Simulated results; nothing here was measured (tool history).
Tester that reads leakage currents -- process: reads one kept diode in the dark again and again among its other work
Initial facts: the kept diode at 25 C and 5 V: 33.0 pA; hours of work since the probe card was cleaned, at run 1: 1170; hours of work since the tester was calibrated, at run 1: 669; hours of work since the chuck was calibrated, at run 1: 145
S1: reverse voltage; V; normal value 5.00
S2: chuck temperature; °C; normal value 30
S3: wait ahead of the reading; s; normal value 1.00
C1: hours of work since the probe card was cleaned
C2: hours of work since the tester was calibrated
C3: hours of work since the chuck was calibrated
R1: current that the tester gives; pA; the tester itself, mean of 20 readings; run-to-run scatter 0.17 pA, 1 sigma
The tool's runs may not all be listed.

| run | hour | S1 | S2 | S3 | C1 | C2 | C3 | R1 |
|---|---|---|---|---|---|---|---|---|
| 1 | 0.0 | 5.00 | 30 | 1.00 | 1170 | 669 | 145 | 58.30 |
| 2 | 38.9 | 5.00 | 22 | 1.00 | 1191 | 691 | 166 | 31.69 |
| 3 | 56.3 | 5.00 | 22 | 1.00 | 1201 | 700 | 176 | 31.71 |
| 4 | 87.3 | 5.29 | 30 | 1.00 | 1218 | 717 | 193 | 60.10 |
| 5 | 116.4 | 5.29 | 30 | 1.00 | 1233 | 733 | 209 | 60.10 |
| 6 | 138.2 | 5.29 | 30 | 1.00 | 1245 | 744 | 220 | 60.37 |
| 7 | 170.0 | 5.00 | 59 | 1.00 | 1262 | 762 | 238 | 561.72 |
| 8 | 202.3 | 5.00 | 59 | 0.63 | 1280 | 779 | 255 | 561.42 |
| 9 | 221.5 | 5.00 | 30 | 1.00 | 1290 | 790 | 266 | 58.78 |
| 10 | 238.6 | 5.00 | 30 | 1.00 | 1300 | 799 | 275 | 58.37 |
| 11 | 260.3 | 6.61 | 30 | 1.00 | 1311 | 811 | 287 | 66.75 |
| 12 | 292.1 | 3.37 | 30 | 1.00 | 1329 | 828 | 304 | 48.86 |
| 13 | 318.0 | 3.37 | 30 | 1.00 | 1343 | 842 | 318 | 49.05 |
| 14 | 347.5 | 5.00 | 30 | 1.00 | 1359 | 858 | 334 | 58.61 |
| 15 | 369.5 | 5.00 | 30 | 1.00 | 1371 | 870 | 346 | 58.87 |
| 16 | 394.9 | 5.00 | 30 | 8.34 | 1385 | 884 | 360 | 57.07 |
| 17 | 419.5 | 5.00 | 30 | 8.34 | 1398 | 897 | 373 | 57.29 |
| 18 | 455.3 | 5.00 | 30 | 1.00 | 1417 | 917 | 392 | 58.78 |
| 19 | 494.1 | 5.00 | 28 | 1.00 | 1438 | 938 | 414 | 50.57 |
| 20 | 512.3 | 5.00 | 30 | 1.00 | 1448 | 948 | 423 | 58.74 |
| 21 | 541.9 | 2.31 | 51 | 0.59 | 1464 | 964 | 440 | 225.73 |
| 22 | 561.8 | 2.31 | 27 | 0.56 | 1475 | 974 | 450 | 33.20 |
| 23 | 599.6 | 18.35 | 31 | 1.00 | 1496 | 995 | 471 | 121.51 |
| 24 | 632.8 | 4.05 | 37 | 1.77 | 1514 | 1013 | 489 | 92.73 |
| 25 | 670.8 | 1.16 | 39 | 3.22 | 1534 | 1034 | 509 | 65.42 |
| 26 | 701.9 | 1.16 | 44 | 0.57 | 1551 | 1050 | 526 | 99.41 |
| 27 | 727.8 | 1.16 | 44 | 0.57 | 1565 | 1065 | 540 | 99.35 |
| 28 | 744.3 | 3.92 | 59 | 1.00 | 1574 | 1074 | 549 | 505.30 |
| 29 | 769.7 | 15.52 | 32 | 0.71 | 1588 | 1087 | 563 | 122.58 |
| 30 | 804.3 | 10.98 | 32 | 0.40 | 1607 | 1106 | 582 | 106.02 |
| 31 | 829.6 | 7.84 | 54 | 0.51 | 1621 | 1120 | 596 | 454.33 |

What will run 32 give?
| 32 | 846.6 | 7.84 | 54 | 0.51 | 1630 | 1129 | 605 | ? |

Logged for run 32: R1 457.10 pA.
With no hidden state in the tool, this same run would have given R1 464.79 pA.
